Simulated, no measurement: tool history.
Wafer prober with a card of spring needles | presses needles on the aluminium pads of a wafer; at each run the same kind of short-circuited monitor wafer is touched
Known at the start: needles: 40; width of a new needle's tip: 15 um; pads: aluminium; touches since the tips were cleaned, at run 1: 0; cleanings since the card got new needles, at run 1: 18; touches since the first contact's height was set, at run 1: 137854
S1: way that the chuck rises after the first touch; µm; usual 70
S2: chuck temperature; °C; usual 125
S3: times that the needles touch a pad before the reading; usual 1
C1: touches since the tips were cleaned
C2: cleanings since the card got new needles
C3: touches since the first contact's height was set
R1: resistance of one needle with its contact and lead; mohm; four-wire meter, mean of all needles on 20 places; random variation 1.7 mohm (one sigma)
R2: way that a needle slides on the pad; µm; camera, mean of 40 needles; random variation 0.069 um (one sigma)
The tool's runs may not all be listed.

run   hour  S1   S2  S3    C1  C2      C3   R1     R2
  1      0  70  125   1     0  18  137854  177  18.39
        21  -- height of the first contact set anew
      25.6  -- tips cleaned on abrasive film
      54.7  -- tips cleaned on abrasive film
  2   68.6  70  125   1  3747  20   12763  191  18.73
      82.4  -- tips cleaned on abrasive film
  3  100.9  70  125   1  4974  21   21429  196  18.66
       107  -- tips cleaned on abrasive film
  4  129.8  70  125   1  6135  22   29191  195  18.72
     133.7  -- tips cleaned on abrasive film
     158.3  -- tips cleaned on abrasive film
  5  158.3  59  125   1     0  24   36802  184  15.72
     183.6  -- tips cleaned on abrasive film
  6  190.6  59  125   1  1901  25   45487  194  15.58
     209.3  -- tips cleaned on abrasive film
     237.8  -- tips cleaned on abrasive film
  7  241.6  70  125   1  1023  27   59178  186  18.61
     262.2  -- tips cleaned on abrasive film
     288.1  -- tips cleaned on abrasive film
  8  297.6  87  125   1  2562  29   74192  187  23.16
     315.4  -- tips cleaned on abrasive film
     340.1  -- tips cleaned on abrasive film
  9  354.5  87  125   1  3873  31   89474  188     23
     370.3  -- tips cleaned on abrasive film
     397.1  -- tips cleaned on abrasive film
 10  418.7  89   48   1  5830  33  106713  176  23.45
     422.4  -- tips cleaned on abrasive film
     449.2  -- tips cleaned on abrasive film
     477.6  -- tips cleaned on abrasive film
 11  480.9  89   48   1   895  36  123386  167  23.41
     504.3  -- tips cleaned on abrasive film
     529.3  -- tips cleaned on abrasive film
 12  532.1  77  101   1   779  38  137138  173  19.99
     556.1  -- tips cleaned on abrasive film
     556.4  -- height of the first contact set anew
     582.6  -- tips cleaned on abrasive film
 13  582.6  65  125   1     0  40    7023  185  17.38
     608.2  -- tips cleaned on abrasive film
 14  624.5  72  114   1  4383  41   18276  189  19.21
       636  -- tips cleaned on abrasive film
     661.7  -- tips cleaned on abrasive film
 15  676.8  77  114   1  4061  43   32320  190  20.64
     687.3  -- tips cleaned on abrasive film
     712.4  -- tips cleaned on abrasive film
     737.6  -- tips cleaned on abrasive film
 16  739.7  77  114   1   575  46   49179  181   20.5
     765.3  -- tips cleaned on abrasive film
 17  782.4  68   74   3  4614  47   60650  176  17.99
     792.4  -- tips cleaned on abrasive film
     819.4  -- tips cleaned on abrasive film
 18  830.8  68   74   3  3075  49   73632  174  17.97

Forecast each of these 3 alternatives for the next run:
     845.6  -- tips cleaned on abrasive film
     873.3  -- tips cleaned on abrasive film
  A  891.6  68   74   2  4949  51  89969   ?   ?
     845.6  -- tips cleaned on abrasive film
     873.3  -- tips cleaned on abrasive film
  B  891.6  67  124   1  4949  51  89969   ?   ?
     845.6  -- tips cleaned on abrasive film
     873.3  -- tips cleaned on abrasive film
  C  891.6  70  125   3  4949  51  89969   ?   ?

run   R1     R2
  A  184  17.97
  B  198  17.73
  C  186   18.4
Without the tool's hidden state the same runs would have given:
run   R1     R2
  A  171  18.24
  B  179  17.99
  C  179  18.66
